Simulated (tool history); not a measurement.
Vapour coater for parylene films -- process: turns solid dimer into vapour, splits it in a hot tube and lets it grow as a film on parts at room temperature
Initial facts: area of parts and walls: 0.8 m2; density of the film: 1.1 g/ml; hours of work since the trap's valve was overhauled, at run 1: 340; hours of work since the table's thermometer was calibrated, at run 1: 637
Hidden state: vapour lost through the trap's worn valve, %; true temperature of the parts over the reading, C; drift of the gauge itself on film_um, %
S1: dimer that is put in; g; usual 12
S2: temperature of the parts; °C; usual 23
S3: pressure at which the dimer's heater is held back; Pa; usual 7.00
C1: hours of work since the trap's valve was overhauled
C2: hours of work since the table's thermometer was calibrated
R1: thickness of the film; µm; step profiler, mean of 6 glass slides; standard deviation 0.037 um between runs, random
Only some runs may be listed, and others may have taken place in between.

run	hour	S1	S2	S3	C1	C2	R1
1	0.0	12	23	7.00	340	637	8.42
2	22.7	12	18	7.00	356	653	9.25
3	40.5	12	23	7.00	369	665	8.35
4	54.9	12	23	7.00	379	675	8.32
5	71.8	12	18	7.00	391	687	9.17
6	84.9	12	18	7.00	400	696	9.22
7	100.8	12	18	7.00	411	708	9.21
8	113.0	12	18	7.00	419	716	9.20
9	132.5	12	18	7.00	433	730	9.19
10	147.2	12	18	7.00	443	740	9.16
# hour 160.4: trap's valve overhauled
11	168.8	12	23	7.00	6	752	8.18
12	181.8	12	23	7.00	15	761	8.15
13	202.3	11	23	7.00	29	776	7.46
14	225.0	12	23	7.00	45	792	8.15
15	250.8	12	23	7.00	63	810	8.14
16	275.4	12	23	7.00	81	827	8.15
17	300.5	18	23	7.00	98	845	12.07
# hour 311.7: trap's valve overhauled, once more
18	330.3	18	23	7.00	13	863	13.37
19	348.6	12	32	7.00	26	876	7.47
20	368.4	12	26	7.00	40	889	8.38
21	391.2	20	30	7.00	56	905	12.80
22	405.6	20	30	7.00	66	916	12.94
23	422.0	7	30	4.60	77	927	4.95
24	437.5	15	27	2.69	88	938	12.67
25	453.1	6	25	10.25	99	949	3.87
26	479.1	5	35	10.25	117	967	2.66
27	505.2	16	23	2.15	136	985	15.28
28	531.0	11	23	6.94	154	1003	7.99
29	552.5	12	27	2.07	169	1019	10.59
30	577.5	12	27	2.07	186	1036	10.60
31	601.2	12	23	7.00	203	1053	8.62
32	615.5	6	18	7.51	213	1063	4.59
33	630.8	21	20	7.00	224	1073	16.08
34	642.1	11	33	6.81	232	1081	6.62
35	655.2	7	32	11.51	241	1091	3.76
36	666.2	6	23	7.00	248	1098	4.27
37	691.0	6	23	7.00	266	1116	4.27
38	707.2	14	30	5.62	277	1127	9.24
39	728.0	12	16	2.15	292	1142	12.80

Branching from run 39: 3 alternative next runs. What would each branch give?
A	744.8	21	29	7.18	304	1153	?
B	744.8	6	23	7.00	304	1153	?
C	744.8	12	15	7.00	304	1153	?

run	R1
A	13.23
B	4.26
C	9.90
Had the tool no hidden state, the same runs would have come out as:
run	R1
A	13.74
B	4.43
C	10.28

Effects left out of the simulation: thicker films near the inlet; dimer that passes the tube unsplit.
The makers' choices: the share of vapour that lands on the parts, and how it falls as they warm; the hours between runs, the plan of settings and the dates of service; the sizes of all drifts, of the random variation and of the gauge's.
